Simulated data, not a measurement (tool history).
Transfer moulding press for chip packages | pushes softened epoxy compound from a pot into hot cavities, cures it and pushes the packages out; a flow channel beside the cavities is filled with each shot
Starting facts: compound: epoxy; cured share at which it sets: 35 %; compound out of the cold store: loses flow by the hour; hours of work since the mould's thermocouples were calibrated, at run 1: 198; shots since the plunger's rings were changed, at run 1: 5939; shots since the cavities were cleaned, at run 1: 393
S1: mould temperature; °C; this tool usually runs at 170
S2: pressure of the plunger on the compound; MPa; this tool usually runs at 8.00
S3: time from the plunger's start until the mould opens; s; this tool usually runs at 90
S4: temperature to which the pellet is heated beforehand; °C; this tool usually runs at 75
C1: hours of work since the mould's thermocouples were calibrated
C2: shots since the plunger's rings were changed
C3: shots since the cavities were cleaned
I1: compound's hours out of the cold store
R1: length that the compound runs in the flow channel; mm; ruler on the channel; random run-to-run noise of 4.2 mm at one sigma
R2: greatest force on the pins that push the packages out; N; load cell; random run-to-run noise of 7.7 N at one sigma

{"run": 1, "hour": 0.0, "S1": 170, "S2": 8.0, "S3": 90, "S4": 75, "C1": 198, "C2": 5939, "C3": 393, "I1": 10.9, "R1": 470, "R2": 464}
{"hour": 12.1, "done": "cavities cleaned with cleaning compound and waxed"}
{"run": 2, "hour": 51.1, "S1": 170, "S2": 8.0, "S3": 90, "S4": 75, "C1": 221, "C2": 6377, "C3": 345, "I1": 22.2, "R1": 445, "R2": 429}
{"hour": 68.1, "done": "cavities cleaned with cleaning compound and waxed"}
{"hour": 99.7, "done": "plunger's sealing rings changed"}
{"run": 3, "hour": 117.6, "S1": 170, "S2": 8.0, "S3": 89, "S4": 75, "C1": 250, "C2": 158, "C3": 415, "I1": 35.8, "R1": 478, "R2": 473}
{"hour": 129.8, "done": "cavities cleaned with cleaning compound and waxed"}
{"run": 4, "hour": 170.6, "S1": 170, "S2": 8.0, "S3": 90, "S4": 75, "C1": 275, "C2": 611, "C3": 359, "I1": 47.9, "R1": 458, "R2": 443}
{"hour": 186.8, "done": "cavities cleaned with cleaning compound and waxed"}
{"run": 5, "hour": 233.2, "S1": 170, "S2": 9.26, "S3": 90, "S4": 75, "C1": 303, "C2": 1151, "C3": 410, "I1": 16.2, "R1": 535, "R2": 466}
{"hour": 243.2, "done": "cavities cleaned with cleaning compound and waxed"}
{"hour": 298.1, "done": "cavities cleaned with cleaning compound and waxed"}
{"run": 6, "hour": 298.1, "S1": 170, "S2": 9.26, "S3": 90, "S4": 75, "C1": 332, "C2": 1696, "C3": 0, "I1": 27.7, "R1": 518, "R2": 346}
{"run": 7, "hour": 330.7, "S1": 170, "S2": 9.26, "S3": 90, "S4": 75, "C1": 348, "C2": 1983, "C3": 287, "I1": 33.6, "R1": 514, "R2": 418}
{"hour": 353.0, "done": "cavities cleaned with cleaning compound and waxed"}
{"run": 8, "hour": 388.2, "S1": 170, "S2": 8.0, "S3": 73, "S4": 75, "C1": 374, "C2": 2477, "C3": 310, "I1": 40.8, "R1": 456, "R2": 636}
{"hour": 408.9, "done": "cavities cleaned with cleaning compound and waxed"}
{"run": 9, "hour": 434.9, "S1": 170, "S2": 8.0, "S3": 98, "S4": 75, "C1": 395, "C2": 2875, "C3": 229, "I1": 13.2, "R1": 490, "R2": 367}
{"hour": 440.5, "done": "mould's thermocouples calibrated"}
{"hour": 470.1, "done": "cavities cleaned with cleaning compound and waxed"}
{"run": 10, "hour": 492.7, "S1": 170, "S2": 8.0, "S3": 98, "S4": 75, "C1": 24, "C2": 3354, "C3": 199, "I1": 22.8, "R1": 473, "R2": 369}
{"hour": 527.8, "done": "cavities cleaned with cleaning compound and waxed"}
{"run": 11, "hour": 546.8, "S1": 170, "S2": 8.0, "S3": 98, "S4": 75, "C1": 49, "C2": 3818, "C3": 168, "I1": 37.6, "R1": 445, "R2": 369}
{"hour": 583.3, "done": "cavities cleaned with cleaning compound and waxed"}
{"run": 12, "hour": 584.0, "S1": 170, "S2": 8.0, "S3": 98, "S4": 75, "C1": 65, "C2": 4132, "C3": 6, "I1": 16.6, "R1": 486, "R2": 303}
{"hour": 609.4, "done": "mould's thermocouples calibrated, once more"}
{"hour": 643.3, "done": "cavities cleaned with cleaning compound and waxed"}
{"run": 13, "hour": 644.9, "S1": 170, "S2": 8.0, "S3": 98, "S4": 75, "C1": 16, "C2": 4639, "C3": 14, "I1": 23.5, "R1": 466, "R2": 311}
{"run": 14, "hour": 692.3, "S1": 173, "S2": 7.41, "S3": 124, "S4": 78, "C1": 38, "C2": 5057, "C3": 432, "I1": 16.7, "R1": 446, "R2": 354}
{"hour": 699.4, "done": "cavities cleaned with cleaning compound and waxed"}
{"run": 15, "hour": 732.4, "S1": 172, "S2": 8.0, "S3": 90, "S4": 67, "C1": 56, "C2": 5397, "C3": 291, "I1": 38.4, "R1": 434, "R2": 386}
{"hour": 755.6, "done": "cavities cleaned with cleaning compound and waxed"}
{"run": 16, "hour": 779.0, "S1": 172, "S2": 8.0, "S3": 90, "S4": 67, "C1": 78, "C2": 5794, "C3": 206, "I1": 15.7, "R1": 461, "R2": 358}
{"hour": 814.7, "done": "cavities cleaned with cleaning compound and waxed"}
{"run": 17, "hour": 825.1, "S1": 166, "S2": 8.0, "S3": 90, "S4": 75, "C1": 99, "C2": 6187, "C3": 91, "I1": 45.0, "R1": 428, "R2": 466}
{"run": 18, "hour": 856.6, "S1": 169, "S2": 6.37, "S3": 90, "S4": 67, "C1": 113, "C2": 6466, "C3": 370, "I1": 13.0, "R1": 409, "R2": 497}
{"hour": 871.7, "done": "cavities cleaned with cleaning compound and waxed"}
{"hour": 895.7, "done": "plunger's sealing rings changed"}
{"run": 19, "hour": 903.0, "S1": 170, "S2": 8.54, "S3": 90, "S4": 78, "C1": 133, "C2": 64, "C3": 254, "I1": 32.5, "R1": 499, "R2": 412}
{"hour": 929.2, "done": "cavities cleaned with cleaning compound and waxed"}
{"run": 20, "hour": 931.7, "S1": 170, "S2": 8.54, "S3": 90, "S4": 78, "C1": 146, "C2": 304, "C3": 22, "I1": 39.1, "R1": 496, "R2": 324}
{"run": 21, "hour": 967.4, "S1": 170, "S2": 8.54, "S3": 90, "S4": 78, "C1": 163, "C2": 618, "C3": 336, "I1": 29.9, "R1": 503, "R2": 429}
{"hour": 984.0, "done": "cavities cleaned with cleaning compound and waxed"}
{"run": 22, "hour": 1005.8, "S1": 178, "S2": 8.0, "S3": 90, "S4": 67, "C1": 180, "C2": 944, "C3": 192, "I1": 18.5, "R1": 486, "R2": 315}
{"hour": 1040.5, "done": "cavities cleaned with cleaning compound and waxed"}
{"run": 23, "hour": 1042.1, "S1": 178, "S2": 8.0, "S3": 90, "S4": 67, "C1": 197, "C2": 1251, "C3": 14, "I1": 14.6, "R1": 492, "R2": 268}
{"run": 24, "hour": 1081.2, "S1": 167, "S2": 8.0, "S3": 90, "S4": 67, "C1": 215, "C2": 1595, "C3": 358, "I1": 9.3, "R1": 517, "R2": 551}
{"hour": 1099.8, "done": "cavities cleaned with cleaning compound and waxed"}
{"run": 25, "hour": 1128.6, "S1": 163, "S2": 8.0, "S3": 90, "S4": 66, "C1": 236, "C2": 2000, "C3": 254, "I1": 18.8, "R1": 513, "R2": 742}

How would selected steps in R1 from run to run divide? Give the signed amount a tool lacking its hidden state would still show from settings, what came in and random variation, and the signed amount left for the hidden state, including any gauge scatter that is not in both of the compared results.
The hidden state here: true mould temperature over the reading, C; pressure that reaches the compound, % of what is set; grip of the stained cavities, % over clean ones'; drift of the gauge itself on flow_mm, %; drift of the gauge itself on push_out_n, %.
Run 2 -> 3: S3 90 -> 89, cavities cleaned with cleaning compound and waxed, plunger's sealing rings changed. R1 +33 mm: hidden state +51, all else -18.
Run 4 -> 5: S2 8.00 -> 9.26, cavities cleaned with cleaning compound and waxed. R1 +77 mm: hidden state -5, all else +82.
Run 18 -> 19: S1 169 -> 170, S2 6.37 -> 8.54, S4 67 -> 78, cavities cleaned with cleaning compound and waxed, plunger's sealing rings changed. R1 +90 mm: hidden state +51, all else +39.
